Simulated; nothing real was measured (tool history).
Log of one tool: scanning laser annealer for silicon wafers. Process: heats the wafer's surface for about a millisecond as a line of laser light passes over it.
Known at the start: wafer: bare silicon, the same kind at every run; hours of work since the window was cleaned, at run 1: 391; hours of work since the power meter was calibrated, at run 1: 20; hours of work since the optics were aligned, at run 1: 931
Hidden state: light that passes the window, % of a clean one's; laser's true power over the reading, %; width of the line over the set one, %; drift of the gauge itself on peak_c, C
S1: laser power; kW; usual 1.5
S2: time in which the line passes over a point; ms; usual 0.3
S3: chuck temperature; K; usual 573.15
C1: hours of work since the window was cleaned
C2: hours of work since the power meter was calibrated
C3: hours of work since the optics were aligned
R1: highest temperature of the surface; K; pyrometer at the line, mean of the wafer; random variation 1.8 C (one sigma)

Run 1, hour 0: usual settings; C1 391; C2 20; C3 931. Result: R1 1330.15 K.
Run 2, hour 29.9: usual settings; C1 408; C2 37; C3 947. Result: R1 1325.15 K.
Run 3, hour 49.4: usual settings; C1 419; C2 48; C3 958. Result: R1 1329.15 K.
Run 4, hour 92.7: usual settings but S3 554.15 K; C1 443; C2 72; C3 983. Result: R1 1309.15 K.
Run 5, hour 115.4: usual settings but S1 1.384 kW, S3 554.15 K; C1 456; C2 85; C3 995. Result: R1 1253.15 K.
Run 6, hour 154.7: usual settings; C1 478; C2 107; C3 1017. Result: R1 1324.15 K.
Run 7, hour 179.4: usual settings but S2 0.332 ms; C1 492; C2 121; C3 1031. Result: R1 1368.15 K.
Run 8, hour 217.3: usual settings but S1 1.502 kW; C1 513; C2 142; C3 1052. Result: R1 1324.15 K.
Run 9, hour 256.6: usual settings but S1 1.502 kW; C1 535; C2 164; C3 1074. Result: R1 1323.15 K.
Run 10, hour 290.3: usual settings but S1 1.502 kW; C1 554; C2 183; C3 1093. Result: R1 1324.15 K.
Run 11, hour 315.1: usual settings but S1 1.502 kW; C1 568; C2 197; C3 1107. Result: R1 1324.15 K.
Run 12, hour 355.8: usual settings; C1 591; C2 220; C3 1130. Result: R1 1321.15 K.
Run 13, hour 395.1: usual settings but S2 0.321 ms; C1 613; C2 242; C3 1152. Result: R1 1349.15 K.
Run 14, hour 433: usual settings but S2 0.321 ms; C1 634; C2 263; C3 1173. Result: R1 1347.15 K.
Run 15, hour 453.4: usual settings but S2 0.321 ms; C1 645; C2 275; C3 1185. Result: R1 1349.15 K.
Run 16, hour 486.4: usual settings but S2 0.321 ms; C1 664; C2 293; C3 1203. Result: R1 1351.15 K.
Run 17, hour 529.6: usual settings but S2 0.321 ms; C1 688; C2 317; C3 1228. Result: R1 1347.15 K.
Run 18, hour 565.6: usual settings but S2 0.321 ms; C1 708; C2 338; C3 1248. Result: R1 1349.15 K.
At hour 572.3: laser's power meter calibrated.
At hour 577.3: optics aligned, line set to its width.
Run 19, hour 593.6: usual settings but S1 1.488 kW, S2 0.22 ms, S3 539.15 K; C1 720; C2 9; C3 9. Result: R1 1172.15 K.
Run 20, hour 616.6: usual settings but S1 1.347 kW, S2 0.356 ms; C1 732; C2 22; C3 22. Result: R1 1319.15 K.
Run 21, hour 659.2: usual settings but S1 1.328 kW, S2 0.24 ms; C1 756; C2 46; C3 46. Result: R1 1170.15 K.
Run 22, hour 680.2: usual settings but S1 1.317 kW, S2 0.244 ms, S3 607.15 K; C1 768; C2 58; C3 58. Result: R1 1205.15 K.

The next listed run, before its measurement:
Run 23, hour 716.1: usual settings but S1 1.317 kW, S2 0.244 ms, S3 607.15 K; C1 788; C2 78; C3 78. Result: R1 ?.

{"run 23": {"R1": 1202.15}}
Without the tool's hidden state the same run would have given R1 1220.15 K.
